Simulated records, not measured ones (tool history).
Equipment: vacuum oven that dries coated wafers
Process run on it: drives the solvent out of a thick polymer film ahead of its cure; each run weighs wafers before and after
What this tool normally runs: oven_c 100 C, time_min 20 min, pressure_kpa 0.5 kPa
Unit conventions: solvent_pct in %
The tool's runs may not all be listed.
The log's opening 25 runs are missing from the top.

run	hour	oven_c	time_min	pressure_kpa	solvent_pct
# hour 350.4: oven's thermocouples calibrated
26	364.5	100	33	0.5	0.67
27	377.5	100	33	0.5	0.69
# hour 380.9: vacuum gauge cleaned of residue and calibrated
28	395.2	100	33	0.5	0.73
29	415.3	87	20	0.5	4.86
# hour 420.4: vacuum gauge cleaned of residue and calibrated, once more
30	435.3	87	26	0.5	3.37
31	446.8	100	17	1.882	2.99
32	464	95	19	1.882	3.75
33	473.2	100	25	0.57	1.04
34	488.6	101	14	0.339	2.59
35	506	111	23	0.672	0.44
36	526.7	111	23	0.672	0.43
37	539.7	89	23	0.31	3.23
38	550.3	89	23	0.31	3.22
39	571.4	106	12	0.274	2.12
40	584	97	17	0.274	2.6
41	593	97	17	0.274	2.57
42	611.3	104	20	0.5	0.98
43	622.8	113	28	0.608	0.31
44	635.6	113	22	0.292	0.26
45	646.4	113	22	0.292	0.22
46	657.7	100	20	0.604	1.61

Forecast each of these 4 alternatives for the next run:
A	676.3	107	13	0.5	?
B	676.3	86	17	0.5	?
C	676.3	100	20	0.36	?
D	676.3	87	11	1.247	?

run	solvent_pct
A	1.72
B	5.77
C	1.45
D	8.33
Had the tool no hidden state, the same runs would have come out as:
run	solvent_pct
A	1.77
B	5.87
C	1.49
D	8.43

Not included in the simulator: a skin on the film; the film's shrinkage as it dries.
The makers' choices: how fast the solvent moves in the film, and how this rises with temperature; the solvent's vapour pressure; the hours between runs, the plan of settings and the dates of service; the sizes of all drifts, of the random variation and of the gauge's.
